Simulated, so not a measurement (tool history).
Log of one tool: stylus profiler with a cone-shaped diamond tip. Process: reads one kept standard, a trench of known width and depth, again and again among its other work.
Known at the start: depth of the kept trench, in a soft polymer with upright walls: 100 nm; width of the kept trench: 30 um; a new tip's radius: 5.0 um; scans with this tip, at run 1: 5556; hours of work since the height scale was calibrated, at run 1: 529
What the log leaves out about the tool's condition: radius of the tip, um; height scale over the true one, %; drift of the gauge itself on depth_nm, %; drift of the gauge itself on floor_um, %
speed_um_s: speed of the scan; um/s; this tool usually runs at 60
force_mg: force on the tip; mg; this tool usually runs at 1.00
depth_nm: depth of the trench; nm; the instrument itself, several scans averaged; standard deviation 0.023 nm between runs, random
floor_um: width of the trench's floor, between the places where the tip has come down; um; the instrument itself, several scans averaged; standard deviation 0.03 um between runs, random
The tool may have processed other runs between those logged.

| run | hour | speed_um_s | force_mg | scans with this tip | hours of work since the height scale was calibrated | depth_nm | floor_um |
|---|---|---|---|---|---|---|---|
| 1 | 0.0 | 60 | 1.00 | 5556 | 529 | 100.53 | 27.34 |
| 2 | 49.2 | 60 | 1.00 | 5915 | 563 | 100.58 | 27.28 |
| 3 | 110.4 | 60 | 1.00 | 6362 | 606 | 100.58 | 27.26 |
| 4 | 176.4 | 60 | 1.00 | 6844 | 651 | 100.55 | 27.25 |
| 5 | 224.9 | 60 | 2.56 | 7198 | 685 | 100.85 | 27.40 |
| 6 | 253.8 | 60 | 2.56 | 7409 | 705 | 100.92 | 27.36 |
| 7 | 294.5 | 60 | 2.56 | 7707 | 734 | 100.94 | 27.39 |
| 8 | 329.5 | 60 | 2.56 | 7963 | 758 | 100.97 | 27.33 |
| 9 | 392.6 | 60 | 1.00 | 8423 | 802 | 100.65 | 27.13 |
| 10 | 423.7 | 60 | 0.44 | 8650 | 823 | 100.52 | 26.92 |
| 11 | 462.4 | 60 | 0.70 | 8933 | 850 | 100.54 | 27.04 |
| 12 | 509.3 | 60 | 0.70 | 9276 | 883 | 100.59 | 27.04 |
| 13 | 566.3 | 60 | 0.70 | 9692 | 922 | 100.61 | 27.05 |
| 14 | 596.8 | 60 | 1.00 | 9914 | 944 | 100.68 | 27.08 |
| 15 | 626.8 | 60 | 1.00 | 10134 | 965 | 100.65 | 27.03 |
| 16 | 664.6 | 60 | 1.00 | 10410 | 991 | 100.66 | 27.07 |
| 17 | 698.3 | 60 | 1.00 | 10656 | 1014 | 100.70 | 27.00 |
| 18 | 757.1 | 60 | 1.00 | 11086 | 1055 | 100.66 | 27.02 |
| 19 | 812.2 | 60 | 1.00 | 11488 | 1093 | 100.72 | 27.03 |
| 20 | 856.0 | 60 | 1.00 | 11808 | 1124 | 100.73 | 26.97 |
| 21 | 888.4 | 30 | 1.00 | 12045 | 1146 | 100.76 | 27.14 |
| 22 | 946.9 | 30 | 1.00 | 12472 | 1187 | 100.75 | 27.20 |
| 23 | 992.5 | 30 | 1.00 | 12805 | 1219 | 100.76 | 27.19 |
| 24 | 1043.1 | 35 | 1.00 | 13174 | 1254 | 100.76 | 27.15 |
| 25 | 1085.8 | 54 | 1.33 | 13486 | 1284 | 100.85 | 27.01 |
| 26 | 1132.6 | 101 | 0.51 | 13828 | 1316 | 100.64 | 26.30 |
| 27 | 1197.0 | 142 | 1.97 | 14298 | 1361 | 100.97 | 26.60 |
| 28 | 1238.5 | 174 | 1.94 | 14601 | 1390 | 100.97 | 26.42 |
| 29 | 1294.0 | 94 | 1.74 | 15007 | 1428 | 100.96 | 26.78 |
| 30 | 1351.6 | 71 | 1.20 | 15428 | 1468 | 100.88 | 26.76 |
| 31 | 1393.4 | 60 | 2.59 | 15733 | 1497 | 101.18 | 26.94 |
| 32 | 1458.5 | 60 | 2.59 | 16209 | 1543 | 101.16 | 26.93 |
| 33 | 1526.7 | 60 | 2.59 | 16707 | 1590 | 101.21 | 26.95 |
| 34 | 1580.5 | 60 | 2.59 | 17099 | 1628 | 101.22 | 26.90 |
| 35 | 1611.7 | 205 | 0.41 | 17327 | 1649 | 100.68 | 24.88 |
| 36 | 1656.8 | 205 | 0.41 | 17657 | 1681 | 100.75 | 24.94 |
| 37 | 1691.5 | 90 | 0.40 | 17911 | 1705 | 100.73 | 26.09 |
| 38 | 1726.1 | 186 | 0.48 | 18163 | 1729 | 100.77 | 25.19 |
| 39 | 1788.1 | 192 | 1.62 | 18616 | 1772 | 101.08 | 26.07 |
| 40 | 1855.1 | 192 | 1.62 | 19106 | 1818 | 101.06 | 26.05 |
| 41 | 1890.6 | 192 | 1.62 | 19365 | 1843 | 101.07 | 26.01 |
|  | 1915.9 | height scale calibrated on a step standard |
| 42 | 1955.6 | 22 | 1.96 | 19836 | 28 | 100.60 | 26.95 |
| 43 | 1988.7 | 32 | 0.37 | 20077 | 51 | 100.23 | 26.64 |
| 44 | 2044.9 | 219 | 0.59 | 20488 | 90 | 100.31 | 24.99 |
| 45 | 2080.7 | 219 | 0.59 | 20749 | 115 | 100.29 | 25.04 |
| 46 | 2129.4 | 49 | 0.34 | 21105 | 148 | 100.20 | 26.46 |

Here are 4 independent what-if runs from the current tool condition. What would each one return?
| A | 2188.1 | 60 | 0.74 | 21534 | 189 | ? | ? |
| B | 2188.1 | 25 | 0.84 | 21534 | 189 | ? | ? |
| C | 2188.1 | 53 | 1.38 | 21534 | 189 | ? | ? |
| D | 2188.1 | 60 | 0.61 | 21534 | 189 | ? | ? |

| run | depth_nm | floor_um |
|---|---|---|
| A | 100.35 | 26.50 |
| B | 100.31 | 26.77 |
| C | 100.54 | 26.68 |
| D | 100.31 | 26.43 |
With no hidden state in the tool, these same runs would have given:
| run | depth_nm | floor_um |
|---|---|---|
| A | 100.29 | 27.50 |
| B | 100.26 | 27.77 |
| C | 100.48 | 27.69 |
| D | 100.25 | 27.44 |
